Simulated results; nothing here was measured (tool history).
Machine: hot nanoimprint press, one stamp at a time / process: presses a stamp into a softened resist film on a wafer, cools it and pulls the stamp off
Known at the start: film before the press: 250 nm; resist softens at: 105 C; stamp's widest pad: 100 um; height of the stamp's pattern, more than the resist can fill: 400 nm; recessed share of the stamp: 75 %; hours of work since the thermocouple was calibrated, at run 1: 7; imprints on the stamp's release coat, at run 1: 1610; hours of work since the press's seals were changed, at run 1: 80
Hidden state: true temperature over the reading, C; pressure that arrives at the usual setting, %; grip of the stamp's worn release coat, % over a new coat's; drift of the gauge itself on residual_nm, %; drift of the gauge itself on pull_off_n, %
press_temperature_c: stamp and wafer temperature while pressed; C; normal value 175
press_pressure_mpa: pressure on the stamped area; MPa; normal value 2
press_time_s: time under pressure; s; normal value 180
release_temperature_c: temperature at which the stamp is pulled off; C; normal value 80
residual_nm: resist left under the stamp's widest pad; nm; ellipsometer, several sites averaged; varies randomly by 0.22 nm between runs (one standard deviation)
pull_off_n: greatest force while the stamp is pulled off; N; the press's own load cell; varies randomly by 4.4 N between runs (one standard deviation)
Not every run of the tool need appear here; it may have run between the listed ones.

| run | day | press_temperature_c | press_pressure_mpa | press_time_s | release_temperature_c | hours of work since the thermocouple was calibrated | imprints on the stamp's release coat | hours of work since the press's seals were changed | residual_nm | pull_off_n |
|---|---|---|---|---|---|---|---|---|---|---|
| 1 | 0 | 175 | 2 | 180 | 80 | 7 | 1610 | 80 | 102.3 | 279 |
| 2 | 0.804 | 175 | 2 | 180 | 80 | 15 | 1664 | 89 | 102.6 | 278 |
| 3 | 1.633 | 175 | 2 | 180 | 80 | 24 | 1719 | 97 | 102.6 | 284 |
| 4 | 2.817 | 175 | 2 | 180 | 80 | 36 | 1798 | 109 | 102.5 | 286 |
| 5 | 3.562 | 175 | 2 | 180 | 80 | 43 | 1848 | 117 | 102.6 | 289 |
| 6 | 4.2 | 175 | 2 | 180 | 80 | 50 | 1890 | 123 | 102 | 296 |
| 7 | 5.221 | 175 | 2 | 180 | 80 | 60 | 1958 | 134 | 102.4 | 300 |
| 8 | 6.4 | 178 | 2 | 180 | 80 | 72 | 2036 | 146 | 90.1 | 296 |
| 9 | 7.088 | 178 | 2 | 180 | 80 | 79 | 2082 | 153 | 89.6 | 293 |
| 10 | 8.096 | 178 | 2 | 180 | 80 | 90 | 2149 | 163 | 89.5 | 298 |
| 11 | 9.225 | 178 | 2 | 180 | 80 | 101 | 2224 | 175 | 89.6 | 298 |
| 12 | 10.321 | 175 | 1.62 | 180 | 80 | 113 | 2297 | 186 | 115.3 | 310 |
| 13 | 11.492 | 175 | 2 | 103 | 80 | 125 | 2375 | 198 | 121.9 | 317 |
| 14 | 12.15 | 175 | 2 | 180 | 80 | 131 | 2419 | 205 | 101.7 | 318 |
|  | 12.717 | stamp cleaned and given a new release coat |
| 15 | 12.95 | 175 | 1.79 | 180 | 80 | 137 | 15 | 210 | 108.4 | 210 |
| 16 | 13.479 | 175 | 1.98 | 180 | 80 | 142 | 51 | 216 | 102.3 | 219 |
| 17 | 14.5 | 175 | 1.98 | 180 | 80 | 153 | 118 | 226 | 102.2 | 210 |
| 18 | 15.15 | 175 | 1.98 | 180 | 80 | 159 | 162 | 233 | 101.9 | 210 |
| 19 | 16.062 | 165 | 2.79 | 144 | 80 | 169 | 222 | 242 | 141.1 | 219 |
| 20 | 17.229 | 183 | 2 | 180 | 84 | 181 | 300 | 254 | 72.6 | 193 |
| 21 | 18.233 | 183 | 2 | 180 | 84 | 191 | 367 | 264 | 72.2 | 203 |
| 22 | 18.925 | 165 | 2 | 180 | 84 | 198 | 413 | 272 | 155.5 | 204 |
| 23 | 19.842 | 173 | 1.37 | 180 | 70 | 207 | 474 | 281 | 135.3 | 280 |
| 24 | 20.958 | 175 | 2.08 | 132 | 75 | 219 | 548 | 292 | 109.5 | 265 |
| 25 | 21.917 | 175 | 2.08 | 132 | 75 | 229 | 612 | 302 | 109.4 | 270 |
| 26 | 23.029 | 175 | 2 | 201 | 76 | 240 | 686 | 314 | 97.2 | 254 |
| 27 | 24.158 | 175 | 2 | 201 | 76 | 252 | 761 | 325 | 97.4 | 254 |
| 28 | 25.042 | 175 | 2 | 201 | 76 | 261 | 820 | 334 | 97.3 | 265 |
| 29 | 25.533 | 175 | 1.97 | 192 | 74 | 266 | 852 | 339 | 99.7 | 281 |
| 30 | 26.079 | 175 | 1.97 | 192 | 74 | 271 | 889 | 345 | 99.6 | 278 |

Here are 4 independent what-if runs from the current tool condition. What would each one return?
| A | 27.096 | 175 | 2 | 320 | 80 | 282 | 956 | 355 | ? | ? |
| B | 27.096 | 175 | 2 | 283 | 79 | 282 | 956 | 355 | ? | ? |
| C | 27.096 | 176 | 1.97 | 311 | 74 | 282 | 956 | 355 | ? | ? |
| D | 27.096 | 175 | 2.11 | 121 | 74 | 282 | 956 | 355 | ? | ? |

| run | residual_nm | pull_off_n |
|---|---|---|
| A | 83 | 247 |
| B | 86.3 | 257 |
| C | 80.7 | 276 |
| D | 111.3 | 289 |
With no hidden state in the tool, these same runs would have given:
| run | residual_nm | pull_off_n |
|---|---|---|
| A | 86 | 215 |
| B | 89.4 | 223 |
| C | 83.6 | 239 |
| D | 115 | 250 |
